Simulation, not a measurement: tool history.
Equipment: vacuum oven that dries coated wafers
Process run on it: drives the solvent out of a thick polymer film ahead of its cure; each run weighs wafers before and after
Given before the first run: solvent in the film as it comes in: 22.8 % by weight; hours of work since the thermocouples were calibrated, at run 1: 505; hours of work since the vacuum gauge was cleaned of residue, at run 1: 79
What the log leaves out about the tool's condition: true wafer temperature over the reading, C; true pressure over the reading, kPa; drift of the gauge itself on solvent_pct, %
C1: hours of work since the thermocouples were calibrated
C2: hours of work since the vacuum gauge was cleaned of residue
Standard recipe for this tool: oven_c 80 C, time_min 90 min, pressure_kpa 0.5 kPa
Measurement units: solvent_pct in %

{"run": 1, "day": 0.0, "oven_c": 80, "time_min": 90, "pressure_kpa": 0.5, "C1": 505, "C2": 79, "solvent_pct": 4.37}
{"run": 2, "day": 1.379, "oven_c": 80, "time_min": 90, "pressure_kpa": 1.19, "C1": 525, "C2": 98, "solvent_pct": 4.65}
{"run": 3, "day": 2.65, "oven_c": 80, "time_min": 150, "pressure_kpa": 0.5, "C1": 543, "C2": 116, "solvent_pct": 1.81}
{"run": 4, "day": 4.346, "oven_c": 80, "time_min": 150, "pressure_kpa": 0.5, "C1": 566, "C2": 140, "solvent_pct": 1.76}
{"run": 5, "day": 5.946, "oven_c": 80, "time_min": 150, "pressure_kpa": 0.5, "C1": 589, "C2": 162, "solvent_pct": 1.94}
{"run": 6, "day": 7.588, "oven_c": 80, "time_min": 150, "pressure_kpa": 0.5, "C1": 612, "C2": 185, "solvent_pct": 1.89}
{"run": 7, "day": 9.496, "oven_c": 80, "time_min": 90, "pressure_kpa": 0.5, "C1": 638, "C2": 212, "solvent_pct": 4.43}
{"run": 8, "day": 10.675, "oven_c": 80, "time_min": 90, "pressure_kpa": 0.5, "C1": 655, "C2": 228, "solvent_pct": 4.45}
{"run": 9, "day": 13.175, "oven_c": 80, "time_min": 90, "pressure_kpa": 0.5, "C1": 690, "C2": 263, "solvent_pct": 4.63}
{"run": 10, "day": 15.683, "oven_c": 80, "time_min": 90, "pressure_kpa": 0.5, "C1": 725, "C2": 298, "solvent_pct": 4.53}
{"run": 11, "day": 17.854, "oven_c": 80, "time_min": 90, "pressure_kpa": 0.5, "C1": 755, "C2": 328, "solvent_pct": 4.56}
{"run": 12, "day": 20.183, "oven_c": 80, "time_min": 70, "pressure_kpa": 1.46, "C1": 788, "C2": 361, "solvent_pct": 6.61}

Run 13, settings as shown, results not yet in. Your forecast:
{"day": 20.475, "done": "oven's thermocouples calibrated"}
{"run": 13, "day": 22.25, "oven_c": 80, "time_min": 70, "pressure_kpa": 1.46, "C1": 25, "C2": 389, "solvent_pct": "?"}

For run 13 the tool returned solvent_pct 6.94 %.
Minus the tool's unlogged condition, the same run would have read solvent_pct 6.1 %.

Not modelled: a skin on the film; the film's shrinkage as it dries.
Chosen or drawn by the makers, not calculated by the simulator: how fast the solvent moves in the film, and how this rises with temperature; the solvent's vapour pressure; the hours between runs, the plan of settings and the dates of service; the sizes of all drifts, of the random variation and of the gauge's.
